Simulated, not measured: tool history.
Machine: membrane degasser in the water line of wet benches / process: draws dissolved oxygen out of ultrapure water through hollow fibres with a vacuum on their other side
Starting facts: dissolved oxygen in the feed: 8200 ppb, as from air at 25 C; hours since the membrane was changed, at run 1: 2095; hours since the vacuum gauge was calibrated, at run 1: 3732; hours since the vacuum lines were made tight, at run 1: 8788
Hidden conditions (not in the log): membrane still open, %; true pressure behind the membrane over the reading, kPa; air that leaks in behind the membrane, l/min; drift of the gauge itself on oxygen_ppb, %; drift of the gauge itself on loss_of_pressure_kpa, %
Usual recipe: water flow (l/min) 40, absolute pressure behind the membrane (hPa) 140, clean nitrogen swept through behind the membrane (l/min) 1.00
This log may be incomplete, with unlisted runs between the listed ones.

run    hour  water flow (l/min)  absolute pressure behind the membrane (hPa)  clean nitrogen swept through behind the membrane (l/min)  hours since the membrane was changed  hours since the vacuum gauge was calibrated  hours since the vacuum lines were made tight  dissolved oxygen in the water behind the degasser (ppb)  pressure that the water loses in the fibres (hPa)
  1     0.0                  40                                          140                                                      1.00                                  2095                                         3732                                          8788                                                    863.4                                              405.9
  2    79.3                  40                                          140                                                      1.00                                  2174                                         3812                                          8867                                                    866.6                                              406.9
  3   117.1                  40                                          140                                                      1.00                                  2212                                         3850                                          8905                                                    871.4                                              409.0
  4   166.5                  51                                          140                                                      1.00                                  2262                                         3899                                          8955                                                   1049.7                                              521.4
  5   204.7                  40                                          140                                                      0.45                                  2300                                         3937                                          8993                                                   1420.6                                              409.9
  6   273.4                  40                                          140                                                      0.88                                  2368                                         4006                                          9062                                                    942.2                                              409.0
      328.4  -- seals of the vacuum lines changed
  7   335.9                  40                                          234                                                      1.00                                  2429                                         4066                                             8                                                   1448.8                                              409.3
  8   415.8                  40                                          234                                                      1.00                                  2509                                         4146                                            87                                                   1433.7                                              408.1
  9   488.3                  40                                          234                                                      1.00                                  2581                                         4219                                           160                                                   1461.8                                              409.6
 10   522.3                  40                                          234                                                      1.41                                  2615                                         4253                                           194                                                   1147.6                                              407.9
 11   602.9                  40                                          234                                                      1.41                                  2696                                         4333                                           274                                                   1134.9                                              412.0
 12   669.0                  40                                          234                                                      1.41                                  2762                                         4399                                           341                                                   1146.2                                              410.2
 13   710.0                  40                                          234                                                      1.41                                  2803                                         4440                                           382                                                   1147.8                                              407.8
 14   750.0                  40                                          234                                                      1.41                                  2843                                         4480                                           422                                                   1142.6                                              410.7
 15   792.2                  40                                          234                                                      1.41                                  2885                                         4523                                           464                                                   1150.4                                              414.5
 16   867.5                  40                                          234                                                      1.41                                  2961                                         4598                                           539                                                   1140.3                                              408.4
 17   944.9                  40                                          234                                                      1.41                                  3038                                         4675                                           616                                                   1144.6                                              411.7
 18   981.2                  35                                          133                                                      2.43                                  3074                                         4712                                           653                                                    376.4                                              362.2
 19  1032.6                  35                                          133                                                      2.43                                  3126                                         4763                                           704                                                    371.3                                              361.1
 20  1077.4                  35                                          285                                                      2.43                                  3170                                         4808                                           749                                                    817.2                                              364.1
 21  1148.9                  35                                          285                                                      2.43                                  3242                                         4879                                           820                                                    805.0                                              360.6
 22  1183.1                  35                                          285                                                      2.43                                  3276                                         4914                                           855                                                    820.7                                              360.2
 23  1224.4                  37                                          325                                                      1.51                                  3317                                         4955                                           896                                                   1384.0                                              383.3
 24  1268.3                  40                                          325                                                      1.51                                  3361                                         4999                                           940                                                   1484.8                                              411.5
 25  1326.8                  40                                          325                                                      1.51                                  3420                                         5057                                           998                                                   1487.4                                              411.0
 26  1395.7                  54                                          140                                                      1.57                                  3489                                         5126                                          1067                                                    818.8                                              557.4
 27  1442.0                  54                                          182                                                      1.08                                  3535                                         5172                                          1114                                                   1373.8                                              557.4
 28  1507.9                  54                                          182                                                      1.08                                  3601                                         5238                                          1179                                                   1375.3                                              555.3

Consider 3 possible next runs. They are alternatives, not a sequence: every one starts from the tool as it was left by run 28. What does each give?
  A  1574.2                  36                                          115                                                      1.80                                  3667                                         5305                                          1246                                                        ?                                                  ?
  B  1574.2                  61                                          140                                                      1.00                                  3667                                         5305                                          1246                                                        ?                                                  ?
  C  1574.2                  40                                          140                                                      1.58                                  3667                                         5305                                          1246                                                        ?                                                  ?

run  dissolved oxygen in the water behind the degasser (ppb)  pressure that the water loses in the fibres (hPa)
  A                                                    416.7                                              374.7
  B                                                   1205.4                                              632.1
  C                                                    631.2                                              415.0
What these runs would have given with no unlogged condition in the tool:
run  dissolved oxygen in the water behind the degasser (ppb)  pressure that the water loses in the fibres (hPa)
  A                                                    393.7                                              364.5
  B                                                   1159.9                                              614.9
  C                                                    604.3                                              403.7
